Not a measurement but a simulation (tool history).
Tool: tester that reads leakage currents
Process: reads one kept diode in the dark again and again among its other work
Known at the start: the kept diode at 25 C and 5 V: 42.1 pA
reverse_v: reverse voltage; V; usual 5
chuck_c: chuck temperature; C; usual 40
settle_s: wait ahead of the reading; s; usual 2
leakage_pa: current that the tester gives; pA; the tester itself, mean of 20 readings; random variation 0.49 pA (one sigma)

run,hour,reverse_v,chuck_c,settle_s,leakage_pa
1,0,5,40,2,180.98
2,18.5,5,40,2,181.33
3,47.8,5,40,0.42,181.88
4,62,5,40,0.42,181.89
5,88.5,5,40,2,181.29
6,107.6,5,40,2,181.44
7,136.4,2.08,40,2,112.63
8,157.4,5,30,2,77.58
9,171.2,5,30,2,77.01
10,186.8,5,30,2,77.24
11,204.5,2.22,30,1.3,49.02
12,228.2,2.22,30,1.3,49.17

Forecast run 13:
13,248.5,11.6,34,0.72,?

{"run 13": {"leakage_pa": 176.96}}
Without the tool's hidden state the same run would have given leakage_pa 153.33 pA.
